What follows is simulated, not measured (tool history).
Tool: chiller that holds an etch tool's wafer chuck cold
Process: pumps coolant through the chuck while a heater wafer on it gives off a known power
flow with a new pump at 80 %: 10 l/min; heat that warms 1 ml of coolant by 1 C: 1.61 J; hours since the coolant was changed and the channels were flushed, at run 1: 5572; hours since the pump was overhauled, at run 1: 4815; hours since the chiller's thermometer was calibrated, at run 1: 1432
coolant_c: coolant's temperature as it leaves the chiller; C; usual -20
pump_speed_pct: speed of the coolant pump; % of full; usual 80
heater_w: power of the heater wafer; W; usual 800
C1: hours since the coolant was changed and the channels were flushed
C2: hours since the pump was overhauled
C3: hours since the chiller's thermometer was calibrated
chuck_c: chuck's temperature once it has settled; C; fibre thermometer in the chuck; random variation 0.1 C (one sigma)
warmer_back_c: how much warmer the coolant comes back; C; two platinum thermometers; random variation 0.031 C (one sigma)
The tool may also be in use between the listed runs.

Run 1, hour 0: usual settings; C1 5572; C2 4815; C3 1432. Result: chuck_c -13.9 C, warmer_back_c 3.25 C.
Run 2, hour 139.7: usual settings but pump_speed_pct 88 % of full; C1 5712; C2 4955; C3 1572. Result: chuck_c -14.3 C, warmer_back_c 2.91 C.
Run 3, hour 232.5: usual settings but coolant_c -18 C, pump_speed_pct 88 % of full; C1 5805; C2 5048; C3 1665. Result: chuck_c -12.2 C, warmer_back_c 2.99 C.
Run 4, hour 373.5: usual settings but coolant_c -18 C, pump_speed_pct 88 % of full; C1 5946; C2 5189; C3 1806. Result: chuck_c -12.3 C, warmer_back_c 2.93 C.
Run 5, hour 435.1: usual settings but coolant_c -18 C, pump_speed_pct 88 % of full; C1 6007; C2 5250; C3 1867. Result: chuck_c -12.4 C, warmer_back_c 2.93 C.
Run 6, hour 501.8: usual settings but coolant_c -18 C, pump_speed_pct 88 % of full; C1 6074; C2 5317; C3 1934. Result: chuck_c -12.3 C, warmer_back_c 2.91 C.
Run 7, hour 617.3: usual settings but coolant_c -18 C, pump_speed_pct 88 % of full; C1 6190; C2 5433; C3 2049. Result: chuck_c -12.3 C, warmer_back_c 2.9 C.
Run 8, hour 693.2: usual settings but coolant_c -18 C, pump_speed_pct 88 % of full; C1 6265; C2 5509; C3 2125. Result: chuck_c -12.3 C, warmer_back_c 2.97 C.
Run 9, hour 822.4: usual settings but coolant_c -18 C, pump_speed_pct 88 % of full; C1 6395; C2 5638; C3 2254. Result: chuck_c -12.5 C, warmer_back_c 2.9 C.
Run 10, hour 934.1: usual settings; C1 6506; C2 5749; C3 2366. Result: chuck_c -13.6 C, warmer_back_c 3.29 C.
Run 11, hour 1071: usual settings; C1 6643; C2 5886; C3 2503. Result: chuck_c -13.9 C, warmer_back_c 3.24 C.
Run 12, hour 1214.2: usual settings; C1 6786; C2 6030; C3 2646. Result: chuck_c -13.5 C, warmer_back_c 3.34 C.
Run 13, hour 1273.3: usual settings; C1 6845; C2 6089; C3 2705. Result: chuck_c -13.6 C, warmer_back_c 3.29 C.
Run 14, hour 1388.6: usual settings; C1 6961; C2 6204; C3 2821. Result: chuck_c -13.8 C, warmer_back_c 3.3 C.
Run 15, hour 1447.8: usual settings but coolant_c -14 C; C1 7020; C2 6263; C3 2880. Result: chuck_c -7.6 C, warmer_back_c 3.32 C.
Run 16, hour 1555.6: usual settings; C1 7128; C2 6371; C3 2988. Result: chuck_c -13.6 C, warmer_back_c 3.27 C.
Run 17, hour 1645: usual settings but coolant_c -11 C, heater_w 732 W; C1 7217; C2 6460; C3 3077. Result: chuck_c -5.3 C, warmer_back_c 3.06 C.
Run 18, hour 1741.5: usual settings but coolant_c -15 C, pump_speed_pct 100 % of full, heater_w 707 W; C1 7314; C2 6557; C3 3174. Result: chuck_c -10.1 C, warmer_back_c 2.33 C.
At hour 1758: coolant pump overhauled.
Run 19, hour 1852.3: usual settings but coolant_c -25 C, heater_w 1021 W; C1 7420; C2 94; C3 3279. Result: chuck_c -16.6 C, warmer_back_c 4.47 C.
Run 20, hour 1915.2: usual settings but coolant_c -17 C, pump_speed_pct 70 % of full, heater_w 794 W; C1 7482; C2 157; C3 3342. Result: chuck_c -9.8 C, warmer_back_c 3.98 C.
Run 21, hour 2020.3: usual settings but coolant_c -17 C, pump_speed_pct 76 % of full, heater_w 1100 W; C1 7587; C2 262; C3 3447. Result: chuck_c -7.9 C, warmer_back_c 5.14 C.
At hour 2083.2: coolant changed, channels flushed.
Run 22, hour 2115.9: usual settings but heater_w 1008 W; C1 33; C2 352; C3 3537. Result: chuck_c -12.3 C, warmer_back_c 4.52 C.
Run 23, hour 2213.5: usual settings but coolant_c -12 C, pump_speed_pct 77 % of full, heater_w 407 W; C1 130; C2 449; C3 3635. Result: chuck_c -8.4 C, warmer_back_c 1.87 C.
Run 24, hour 2309.1: usual settings but coolant_c -25 C, pump_speed_pct 94 % of full, heater_w 407 W; C1 226; C2 545; C3 3730. Result: chuck_c -22.2 C, warmer_back_c 1.52 C.
At hour 2361.6: coolant pump overhauled, once more.
Run 25, hour 2453.5: usual settings but coolant_c -27 C, pump_speed_pct 65 % of full; C1 365; C2 92; C3 3870. Result: chuck_c -20.4 C, warmer_back_c 3.68 C.
Run 26, hour 2578.5: usual settings but coolant_c -18 C, heater_w 940 W; C1 490; C2 217; C3 3995. Result: chuck_c -11.6 C, warmer_back_c 3.46 C.
Run 27, hour 2659.5: usual settings but pump_speed_pct 100 % of full, heater_w 774 W; C1 571; C2 298; C3 4076. Result: chuck_c -15.2 C, warmer_back_c 2.28 C.
Run 28, hour 2718.5: usual settings but coolant_c -29 C; C1 630; C2 357; C3 4135. Result: chuck_c -23.3 C, warmer_back_c 2.94 C.
Run 29, hour 2858: usual settings but coolant_c -28 C, pump_speed_pct 72 % of full; C1 770; C2 496; C3 4274. Result: chuck_c -21.9 C, warmer_back_c 3.32 C.
Run 30, hour 2989.6: usual settings but coolant_c -18 C, heater_w 526 W; C1 901; C2 628; C3 4406. Result: chuck_c -14.3 C, warmer_back_c 1.97 C.
Run 31, hour 3084.5: usual settings but coolant_c -11 C, pump_speed_pct 76 % of full, heater_w 464 W; C1 996; C2 723; C3 4501. Result: chuck_c -7.6 C, warmer_back_c 1.76 C.

Forecast each of these 5 alternatives for the next run:
Run A, hour 3188.3: usual settings but coolant_c -11 C, pump_speed_pct 93 % of full, heater_w 464 W; C1 1100; C2 827; C3 4604. Result: chuck_c ?, warmer_back_c ?.
Run B, hour 3188.3: usual settings but coolant_c -13 C, pump_speed_pct 82 % of full, heater_w 843 W; C1 1100; C2 827; C3 4604. Result: chuck_c ?, warmer_back_c ?.
Run C, hour 3188.3: usual settings but coolant_c -24 C, pump_speed_pct 74 % of full, heater_w 659 W; C1 1100; C2 827; C3 4604. Result: chuck_c ?, warmer_back_c ?.
Run D, hour 3188.3: usual settings but coolant_c -16 C, pump_speed_pct 71 % of full, heater_w 464 W; C1 1100; C2 827; C3 4604. Result: chuck_c ?, warmer_back_c ?.
Run E, hour 3188.3: usual settings but coolant_c -11 C, pump_speed_pct 79 % of full, heater_w 555 W; C1 1100; C2 827; C3 4604. Result: chuck_c ?, warmer_back_c ?.

run  chuck_c  warmer_back_c
  A       -8           1.46
  B     -7.1           3.08
  C    -18.9            2.7
  D    -12.2           1.96
  E     -6.9           2.08
Without the tool's hidden state the same runs would have given:
run  chuck_c  warmer_back_c
  A     -8.2           1.45
  B     -7.4           3.07
  C    -19.2           2.69
  D    -12.4           1.95
  E     -7.1           2.07
